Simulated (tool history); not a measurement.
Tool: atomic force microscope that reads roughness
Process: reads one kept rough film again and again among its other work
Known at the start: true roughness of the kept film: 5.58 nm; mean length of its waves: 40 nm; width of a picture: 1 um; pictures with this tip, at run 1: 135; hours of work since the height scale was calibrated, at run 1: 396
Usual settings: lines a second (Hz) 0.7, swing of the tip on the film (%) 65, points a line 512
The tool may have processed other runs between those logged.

run    hour  lines a second (Hz)  swing of the tip on the film (%)  points a line  pictures with this tip  hours of work since the height scale was calibrated  roughness of the kept film (nm (root mean square))
  1       0                  0.7                                65            512                     135                                                  396                                               3.802
        3.7  -- new tip fitted
  2    44.1                  0.7                                65            512                      51                                                  430                                               4.518
  3      72                  0.7                                65            512                      86                                                  451                                               4.207
      112.2  -- new tip fitted
  4   119.4                  0.7                                64            512                       9                                                  488                                               4.874
  5     146                  0.7                                64            512                      43                                                  509                                               4.565
  6   185.1                  0.7                                64            512                      92                                                  539                                               4.161
  7   218.1                  0.7                                67            512                     134                                                  565                                               3.848
      220.8  -- new tip fitted
  8   258.1                  0.7                                70            512                      47                                                  596                                               4.498
  9   300.8                0.716                                70            512                     101                                                  629                                               4.033
      330.5  -- new tip fitted
 10     334                3.091                                70            512                       4                                                  655                                               4.627
 11   363.5                3.091                                70            512                      42                                                  678                                               4.284
 12   402.1                3.091                                70            512                      91                                                  708                                               3.889
      438.8  -- new tip fitted
 13   439.1                  0.7                                65            512                       0                                                  736                                               4.977
 14   479.8                  0.7                                65            739                      52                                                  768                                               4.489
 15   506.3                  0.7                                65            739                      85                                                  789                                               4.203
 16   541.3                  0.7                                65            739                     130                                                  816                                               3.876
      548.4  -- new tip fitted
 17   588.4                  0.7                                65            512                      51                                                  852                                               4.505
 18   626.6                  0.7                                65            512                      99                                                  882                                               4.133
 19   655.3                  0.7                                65            512                     135                                                  905                                               3.883
      659.1  -- new tip fitted
 20   703.8                  0.7                                65            512                      57                                                  942                                               4.487
 21   743.8                  0.7                                65            512                     108                                                  973                                                4.06
      767.2  -- new tip fitted
 22   791.4                0.914                                65            512                      30                                                 1010                                               4.652
 23   817.5                0.914                                65            512                      63                                                 1030                                               4.404
 24   866.2                  0.7                                87            512                     125                                                 1068                                               3.829
      876.4  -- new tip fitted
 25   892.5                  0.7                                87            512                      21                                                 1089                                               4.629
 26   923.8                0.521                                82            337                      60                                                 1113                                               4.366
 27   972.5                0.521                                82            337                     122                                                 1151                                               3.875
      985.6  -- new tip fitted
 28   993.4                  0.7                                60            512                      10                                                 1167                                               4.852
 29  1016.3                  0.7                                60            512                      39                                                 1185                                               4.599
 30  1048.2                 0.97                                88            832                      79                                                 1210                                               4.041
 31  1086.5                1.508                                88            535                     128                                                 1240                                               3.589
     1094.9  -- new tip fitted
 32  1108.2                1.508                                88            535                      17                                                 1256                                               4.413
 33    1155                  0.7                                84            512                      76                                                 1293                                               4.157
 34  1183.5                 0.66                                63            512                     112                                                 1315                                               3.993
     1202.9  -- new tip fitted
 35  1218.8                 0.66                                63            512                      20                                                 1342                                               4.715
 36  1258.9                 2.94                                90            504                      71                                                 1373                                                3.57
 37  1284.1                0.522                                79            354                     103                                                 1393                                               3.956

Had the tool no unlogged condition, and each run kept its random variation, what would the results have been?
Unlogged tool condition in this case: radius of the tip, nm; height scale over the true one, %; drift of the gauge itself on roughness_nm, %.
run  roughness of the kept film (nm (root mean square))
  1                                               5.002
  2                                               5.024
  3                                               4.977
  4                                               5.014
  5                                               5.017
  6                                               5.018
  7                                               4.992
  8                                               4.965
  9                                               4.947
 10                                               4.685
 11                                               4.684
 12                                               4.669
 13                                               5.016
 14                                               5.058
 15                                               5.018
 16                                               5.014
 17                                               5.009
 18                                               5.019
 19                                               5.025
 20                                                5.02
 21                                               4.993
 22                                               4.983
 23                                               5.008
 24                                               4.853
 25                                               4.882
 26                                               4.963
 27                                               4.944
 28                                                5.03
 29                                               5.046
 30                                               4.786
 31                                               4.626
 32                                               4.628
 33                                               4.897
 34                                               5.009
 35                                               5.011
 36                                               4.196
 37                                               4.933

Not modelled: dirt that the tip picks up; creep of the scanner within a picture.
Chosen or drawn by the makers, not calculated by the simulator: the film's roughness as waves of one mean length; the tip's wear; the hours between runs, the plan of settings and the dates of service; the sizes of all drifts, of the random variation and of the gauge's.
